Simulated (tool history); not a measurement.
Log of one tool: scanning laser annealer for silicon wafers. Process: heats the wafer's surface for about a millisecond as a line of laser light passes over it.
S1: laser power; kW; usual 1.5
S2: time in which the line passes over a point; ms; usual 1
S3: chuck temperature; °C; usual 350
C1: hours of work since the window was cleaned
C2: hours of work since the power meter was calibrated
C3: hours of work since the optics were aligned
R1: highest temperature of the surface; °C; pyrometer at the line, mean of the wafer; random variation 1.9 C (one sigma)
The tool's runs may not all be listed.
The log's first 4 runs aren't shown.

{"run": 5, "day": 1.654, "S1": 1.5, "S2": 1, "S3": 341, "C1": 772, "C2": 89, "C3": 673, "R1": 1115}
{"run": 6, "day": 1.862, "S1": 1.5, "S2": 1, "S3": 341, "C1": 776, "C2": 92, "C3": 676, "R1": 1113}
{"run": 7, "day": 2.175, "S1": 1.5, "S2": 0.9, "S3": 350, "C1": 780, "C2": 96, "C3": 680, "R1": 1084}
{"run": 8, "day": 2.546, "S1": 1.5, "S2": 1, "S3": 327, "C1": 786, "C2": 102, "C3": 686, "R1": 1097}
{"run": 9, "day": 2.9, "S1": 1.5, "S2": 1, "S3": 326, "C1": 791, "C2": 107, "C3": 691, "R1": 1095}
{"run": 10, "day": 3.367, "S1": 1.5, "S2": 1, "S3": 350, "C1": 798, "C2": 114, "C3": 698, "R1": 1120}
{"run": 11, "day": 3.579, "S1": 1.5, "S2": 1, "S3": 350, "C1": 801, "C2": 117, "C3": 701, "R1": 1117}
{"run": 12, "day": 3.883, "S1": 1.5, "S2": 1, "S3": 350, "C1": 805, "C2": 122, "C3": 706, "R1": 1117}
{"day": 4.0, "done": "window over the wafer cleaned"}
{"run": 13, "day": 4.262, "S1": 1.5, "S2": 1, "S3": 370, "C1": 4, "C2": 126, "C3": 710, "R1": 1127}
{"run": 14, "day": 4.7, "S1": 1.5, "S2": 1, "S3": 370, "C1": 10, "C2": 133, "C3": 716, "R1": 1126}
{"run": 15, "day": 5.033, "S1": 1.5, "S2": 0.75, "S3": 370, "C1": 15, "C2": 138, "C3": 721, "R1": 1022}
{"run": 16, "day": 5.475, "S1": 1.593, "S2": 0.75, "S3": 370, "C1": 22, "C2": 144, "C3": 728, "R1": 1064}
{"day": 5.762, "done": "window over the wafer cleaned, once more"}
{"run": 17, "day": 5.817, "S1": 1.371, "S2": 0.73, "S3": 370, "C1": 1, "C2": 148, "C3": 732, "R1": 1000}
{"run": 18, "day": 6.196, "S1": 1.371, "S2": 0.73, "S3": 370, "C1": 6, "C2": 153, "C3": 737, "R1": 999}
{"run": 19, "day": 6.667, "S1": 1.371, "S2": 0.73, "S3": 370, "C1": 13, "C2": 160, "C3": 744, "R1": 996}
{"run": 20, "day": 6.862, "S1": 1.362, "S2": 1, "S3": 386, "C1": 16, "C2": 163, "C3": 747, "R1": 1115}
{"run": 21, "day": 7.212, "S1": 1.351, "S2": 0.88, "S3": 311, "C1": 21, "C2": 168, "C3": 752, "R1": 991}
{"run": 22, "day": 7.5, "S1": 1.351, "S2": 0.88, "S3": 311, "C1": 26, "C2": 173, "C3": 756, "R1": 987}
{"run": 23, "day": 7.758, "S1": 1.422, "S2": 1.05, "S3": 333, "C1": 30, "C2": 177, "C3": 760, "R1": 1115}
{"run": 24, "day": 8.183, "S1": 1.634, "S2": 1, "S3": 345, "C1": 36, "C2": 183, "C3": 767, "R1": 1218}
{"run": 25, "day": 8.433, "S1": 1.585, "S2": 1.21, "S3": 339, "C1": 39, "C2": 187, "C3": 770, "R1": 1271}
{"run": 26, "day": 8.629, "S1": 1.578, "S2": 1, "S3": 350, "C1": 42, "C2": 189, "C3": 773, "R1": 1192}
{"run": 27, "day": 8.971, "S1": 1.579, "S2": 0.72, "S3": 350, "C1": 47, "C2": 194, "C3": 778, "R1": 1064}
{"run": 28, "day": 9.392, "S1": 1.643, "S2": 1.11, "S3": 331, "C1": 54, "C2": 201, "C3": 784, "R1": 1251}

Forecast run 29:
{"run": 29, "day": 9.704, "S1": 1.329, "S2": 0.74, "S3": 360, "C1": 58, "C2": 205, "C3": 789, "R1": "?"}

Run 29 gave R1 971 °C.
Without the tool's hidden state the same run would have given R1 978 °C.
